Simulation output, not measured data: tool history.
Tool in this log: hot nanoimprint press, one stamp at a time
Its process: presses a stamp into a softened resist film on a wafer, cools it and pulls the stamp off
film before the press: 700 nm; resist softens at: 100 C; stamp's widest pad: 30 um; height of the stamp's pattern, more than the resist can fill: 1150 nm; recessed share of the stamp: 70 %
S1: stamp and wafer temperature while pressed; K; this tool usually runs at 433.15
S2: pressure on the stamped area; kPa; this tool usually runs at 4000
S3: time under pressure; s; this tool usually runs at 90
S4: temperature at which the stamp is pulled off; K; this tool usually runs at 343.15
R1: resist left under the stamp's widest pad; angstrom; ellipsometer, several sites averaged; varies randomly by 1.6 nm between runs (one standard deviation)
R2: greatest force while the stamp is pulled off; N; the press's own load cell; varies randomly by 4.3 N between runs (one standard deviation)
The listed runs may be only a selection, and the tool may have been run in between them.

{"run": 1, "hour": 0.0, "S1": 433.15, "S2": 4000, "S3": 90, "S4": 343.15, "R1": 2726, "R2": 227}
{"run": 2, "hour": 7.5, "S1": 433.15, "S2": 4000, "S3": 90, "S4": 343.15, "R1": 2714, "R2": 231}
{"run": 3, "hour": 17.2, "S1": 433.15, "S2": 4000, "S3": 90, "S4": 343.15, "R1": 2721, "R2": 218}
{"run": 4, "hour": 22.9, "S1": 433.15, "S2": 4000, "S3": 90, "S4": 343.15, "R1": 2734, "R2": 234}
{"run": 5, "hour": 31.3, "S1": 433.15, "S2": 4000, "S3": 90, "S4": 343.15, "R1": 2740, "R2": 227}
{"run": 6, "hour": 42.1, "S1": 433.15, "S2": 4000, "S3": 90, "S4": 343.15, "R1": 2734, "R2": 235}
{"run": 7, "hour": 50.0, "S1": 433.15, "S2": 4000, "S3": 96, "S4": 343.15, "R1": 2682, "R2": 234}
{"run": 8, "hour": 58.7, "S1": 433.15, "S2": 4000, "S3": 90, "S4": 345.15, "R1": 2770, "R2": 218}
{"hour": 62.4, "done": "plate thermocouple calibrated"}
{"run": 9, "hour": 71.0, "S1": 433.15, "S2": 4000, "S3": 114, "S4": 343.15, "R1": 2553, "R2": 234}
{"run": 10, "hour": 76.2, "S1": 433.15, "S2": 4000, "S3": 114, "S4": 343.15, "R1": 2579, "R2": 231}
{"hour": 85.6, "done": "plate thermocouple calibrated, once more"}
{"run": 11, "hour": 90.3, "S1": 430.15, "S2": 3360, "S3": 90, "S4": 343.15, "R1": 3254, "R2": 227}

Run 12 comes next. What will it give?
{"run": 12, "hour": 102.0, "S1": 430.15, "S2": 3360, "S3": 90, "S4": 343.15, "R1": "?", "R2": "?"}

R1: 3262 angstrom
R2: 232 N
On a tool with no hidden condition, and with the same random variation, this run would have come out at R1 3184 angstrom, R2 208 N.

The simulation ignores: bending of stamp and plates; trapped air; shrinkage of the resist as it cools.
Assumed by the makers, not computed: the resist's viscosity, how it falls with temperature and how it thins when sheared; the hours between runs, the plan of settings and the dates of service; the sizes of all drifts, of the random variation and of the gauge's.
